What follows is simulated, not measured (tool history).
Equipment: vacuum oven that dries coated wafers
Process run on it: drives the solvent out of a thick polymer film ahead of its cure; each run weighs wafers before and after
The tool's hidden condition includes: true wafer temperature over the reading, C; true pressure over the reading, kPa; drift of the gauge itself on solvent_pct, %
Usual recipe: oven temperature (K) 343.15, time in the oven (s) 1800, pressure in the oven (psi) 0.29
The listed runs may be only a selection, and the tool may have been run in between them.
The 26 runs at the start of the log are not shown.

run,day,oven temperature (K),time in the oven (s),pressure in the oven (psi),hours of work since the thermocouples were calibrated,hours of work since the vacuum gauge was cleaned of residue,solvent left in the film (%)
27,10.346,357.15,1440,0.86,767,155,4.78
28,10.788,339.15,1380,1.141,772,160,14.72
29,11.3,339.15,1380,1.141,777,165,14.67
30,11.617,339.15,1380,1.141,781,169,14.57
31,11.95,343.15,1260,0.155,784,172,3.34
32,12.408,343.15,1260,0.155,789,177,3.61
33,12.938,343.15,1260,0.155,794,182,3.56
34,13.4,343.15,1260,0.155,799,187,3.47
35,13.938,343.15,2880,0.29,805,193,2.99
36,14.188,331.15,1440,0.29,807,195,9.47
37,14.471,335.15,960,0.484,810,198,11.19
38,14.788,329.15,1140,0.322,814,202,11.44
39,15.333,351.15,2640,0.29,819,207,2.05
40,15.633,351.15,1560,0.209,822,210,1.66
41,15.904,343.15,1800,0.273,825,213,3.52
42,16.229,343.15,1800,0.931,829,217,9.59
43,16.683,354.15,1860,0.357,833,221,2.42
44,16.929,354.15,1860,0.357,836,224,2.28
45,17.2,338.15,1560,0.29,839,227,5.83
46,17.525,338.15,1560,0.29,842,230,5.83
47,18.079,328.15,1800,0.29,848,236,9.8

3 options for the next run, each taken on its own from the tool as it stands now. Forecast them:
A,18.375,340.15,1800,0.367,851,239,?
B,18.375,328.15,2040,0.29,851,239,?
C,18.375,330.15,2220,0.29,851,239,?

run,solvent left in the film (%)
A,5.39
B,9.38
C,7.95
Without the tool's hidden state the same runs would have given:
run,solvent left in the film (%)
A,5.4
B,9.39
C,7.96

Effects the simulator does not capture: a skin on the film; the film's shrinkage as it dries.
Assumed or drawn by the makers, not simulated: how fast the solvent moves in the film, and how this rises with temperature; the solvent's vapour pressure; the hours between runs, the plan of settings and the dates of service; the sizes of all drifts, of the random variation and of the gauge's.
